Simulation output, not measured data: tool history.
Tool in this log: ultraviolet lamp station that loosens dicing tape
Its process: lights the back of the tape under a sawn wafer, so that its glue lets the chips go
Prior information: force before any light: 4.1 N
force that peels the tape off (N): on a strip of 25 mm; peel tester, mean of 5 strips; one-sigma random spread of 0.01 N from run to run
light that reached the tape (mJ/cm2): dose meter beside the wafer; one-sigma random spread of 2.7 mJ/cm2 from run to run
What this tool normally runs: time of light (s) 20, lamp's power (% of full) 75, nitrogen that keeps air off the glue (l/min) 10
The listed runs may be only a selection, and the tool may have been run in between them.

| run | hour | time of light (s) | lamp's power (% of full) | nitrogen that keeps air off the glue (l/min) | force that peels the tape off (N) | light that reached the tape (mJ/cm2) |
|---|---|---|---|---|---|---|
| 1 | 0 | 20 | 75 | 10 | 0.436 | 368 |
| 2 | 15.2 | 20 | 75 | 10 | 0.434 | 370 |
| 3 | 31.7 | 20 | 75 | 5 | 0.695 | 365 |
| 4 | 51.9 | 20 | 75 | 5 | 0.68 | 362 |
|  | 61 | window cleaned of glue's vapour |
| 5 | 84 | 20 | 75 | 5 | 0.677 | 370 |
| 6 | 104 | 20 | 75 | 5 | 0.663 | 363 |
| 7 | 119.4 | 20 | 75 | 5 | 0.689 | 368 |
| 8 | 134.3 | 20 | 75 | 7 | 0.551 | 368 |
| 9 | 157.5 | 20 | 75 | 18 | 0.317 | 372 |
| 10 | 178.5 | 20 | 75 | 3 | 0.924 | 362 |
| 11 | 203.3 | 20 | 75 | 3 | 0.955 | 366 |
| 12 | 234.3 | 20 | 75 | 3 | 0.922 | 369 |
| 13 | 249.9 | 38 | 75 | 10 | 0.181 | 697 |
| 14 | 276 | 38 | 75 | 10 | 0.177 | 702 |
| 15 | 307.8 | 38 | 75 | 10 | 0.178 | 701 |
| 16 | 326 | 38 | 75 | 10 | 0.176 | 700 |
| 17 | 350.3 | 38 | 75 | 10 | 0.181 | 697 |
| 18 | 371.5 | 20 | 68 | 10 | 0.531 | 335 |
| 19 | 394.6 | 20 | 68 | 10 | 0.509 | 335 |
| 20 | 424.3 | 20 | 68 | 10 | 0.514 | 337 |
| 21 | 457.7 | 19 | 75 | 10 | 0.501 | 345 |
| 22 | 480 | 19 | 75 | 10 | 0.502 | 353 |
| 23 | 508.5 | 37 | 63 | 8 | 0.244 | 568 |
| 24 | 522.5 | 16 | 94 | 9 | 0.485 | 371 |
| 25 | 552.2 | 16 | 88 | 9 | 0.524 | 347 |
| 26 | 578.5 | 16 | 88 | 9 | 0.521 | 351 |
| 27 | 592.4 | 31 | 70 | 5 | 0.353 | 531 |
| 28 | 622.5 | 13 | 66 | 19 | 0.804 | 210 |
| 29 | 651.8 | 13 | 66 | 19 | 0.77 | 208 |
| 30 | 667.7 | 22 | 70 | 5 | 0.667 | 378 |
| 31 | 688.7 | 22 | 70 | 5 | 0.65 | 374 |
| 32 | 722.3 | 22 | 70 | 5 | 0.671 | 377 |
| 33 | 754 | 17 | 82 | 10 | 0.508 | 340 |
| 34 | 768.5 | 25 | 64 | 5 | 0.608 | 396 |
| 35 | 796.8 | 20 | 75 | 6 | 0.597 | 365 |
| 36 | 823.9 | 20 | 73 | 13 | 0.394 | 359 |
| 37 | 849.7 | 20 | 73 | 13 | 0.405 | 353 |
| 38 | 881.4 | 11 | 72 | 5 | 1.519 | 196 |
| 39 | 906.5 | 11 | 72 | 5 | 1.511 | 195 |
| 40 | 928.3 | 36 | 86 | 10 | 0.171 | 758 |
| 41 | 962.4 | 36 | 86 | 10 | 0.166 | 755 |
| 42 | 978.9 | 36 | 86 | 10 | 0.18 | 764 |
| 43 | 995.3 | 36 | 86 | 10 | 0.17 | 757 |

Each row is a separate what-if for the run after 43, all from the same tool condition, not one after another. Results?
| A | 1016.8 | 28 | 67 | 14 | ? | ? |
| B | 1016.8 | 11 | 86 | 10 | ? | ? |
| C | 1016.8 | 12 | 91 | 10 | ? | ? |

| run | force that peels the tape off (N) | light that reached the tape (mJ/cm2) |
|---|---|---|
| A | 0.249 | 459 |
| B | 0.952 | 230 |
| C | 0.754 | 267 |
With the hidden condition removed and each run's random variation left untouched, the same runs would have given:
| run | force that peels the tape off (N) | light that reached the tape (mJ/cm2) |
|---|---|---|
| A | 0.248 | 460 |
| B | 0.948 | 230 |
| C | 0.751 | 267 |

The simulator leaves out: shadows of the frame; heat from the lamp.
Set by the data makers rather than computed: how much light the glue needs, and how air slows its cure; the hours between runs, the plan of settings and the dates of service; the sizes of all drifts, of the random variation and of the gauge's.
